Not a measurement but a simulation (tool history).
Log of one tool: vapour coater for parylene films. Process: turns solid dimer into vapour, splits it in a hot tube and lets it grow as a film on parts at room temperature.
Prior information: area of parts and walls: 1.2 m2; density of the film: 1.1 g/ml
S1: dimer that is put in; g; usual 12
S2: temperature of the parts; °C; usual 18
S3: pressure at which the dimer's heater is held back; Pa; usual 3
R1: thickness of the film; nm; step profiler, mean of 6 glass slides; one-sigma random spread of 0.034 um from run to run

Run 1, hour 0: usual settings. Result: R1 6200 nm.
Run 2, hour 16.6: usual settings. Result: R1 6170 nm.
Run 3, hour 44.1: usual settings. Result: R1 6160 nm.
Run 4, hour 60.6: usual settings. Result: R1 6140 nm.
Run 5, hour 74.4: usual settings. Result: R1 6100 nm.
Run 6, hour 95.9: usual settings. Result: R1 6090 nm.
Run 7, hour 117.7: usual settings but S1 6 g. Result: R1 3070 nm.
Run 8, hour 141.4: usual settings but S1 15 g. Result: R1 7610 nm.
Run 9, hour 163.4: usual settings but S1 15 g, S2 25 °C. Result: R1 6080 nm.
Run 10, hour 195.4: usual settings but S1 15 g, S2 25 °C. Result: R1 6060 nm.
Run 11, hour 208.8: usual settings. Result: R1 6080 nm.
Run 12, hour 232.7: usual settings but S1 8 g, S2 30 °C, S3 7.31 Pa. Result: R1 2550 nm.
Run 13, hour 248.1: usual settings but S1 6 g, S2 19 °C, S3 10.68 Pa. Result: R1 2560 nm.
Run 14, hour 278.8: usual settings but S1 7 g, S2 16 °C, S3 3.88 Pa. Result: R1 3650 nm.
Run 15, hour 298.4: usual settings but S1 9 g, S2 20 °C, S3 2.8 Pa. Result: R1 4220 nm.
Run 16, hour 326.7: usual settings but S1 9 g, S2 20 °C, S3 2.8 Pa. Result: R1 4290 nm.
Run 17, hour 352.4: usual settings but S1 9 g, S2 16 °C, S3 2.34 Pa. Result: R1 4920 nm.
Run 18, hour 384.3: usual settings but S1 9 g, S2 13 °C, S3 2.13 Pa. Result: R1 5450 nm.
Run 19, hour 407.9: usual settings but S1 9 g, S2 13 °C, S3 2.13 Pa. Result: R1 5410 nm.
Run 20, hour 432.4: usual settings but S1 5 g, S3 10.08 Pa. Result: R1 2220 nm.
Run 21, hour 457.9: usual settings but S1 15 g, S2 19 °C, S3 2.26 Pa. Result: R1 7400 nm.
Run 22, hour 483.8: usual settings but S1 15 g, S2 10 °C, S3 4.3 Pa. Result: R1 9160 nm.

Each row is a separate what-if for the run after 22, all from the same tool condition, not one after another. Results?
Run A, hour 501.3: usual settings but S1 15 g, S2 11 °C, S3 4.3 Pa. Result: R1 ?.
Run B, hour 501.3: usual settings but S2 15 °C, S3 6.7 Pa. Result: R1 ?.
Run C, hour 501.3: usual settings but S2 23 °C. Result: R1 ?.
Run D, hour 501.3: usual settings but S3 6.66 Pa. Result: R1 ?.
Run E, hour 501.3: usual settings but S1 8 g, S2 25 °C, S3 2.87 Pa. Result: R1 ?.

run    R1
  A  8850
  B  6000
  C  5010
  D  5460
  E  3120
Without the tool's unlogged condition, the same runs would have read:
run    R1
  A  9550
  B  6470
  C  5400
  D  5890
  E  3370
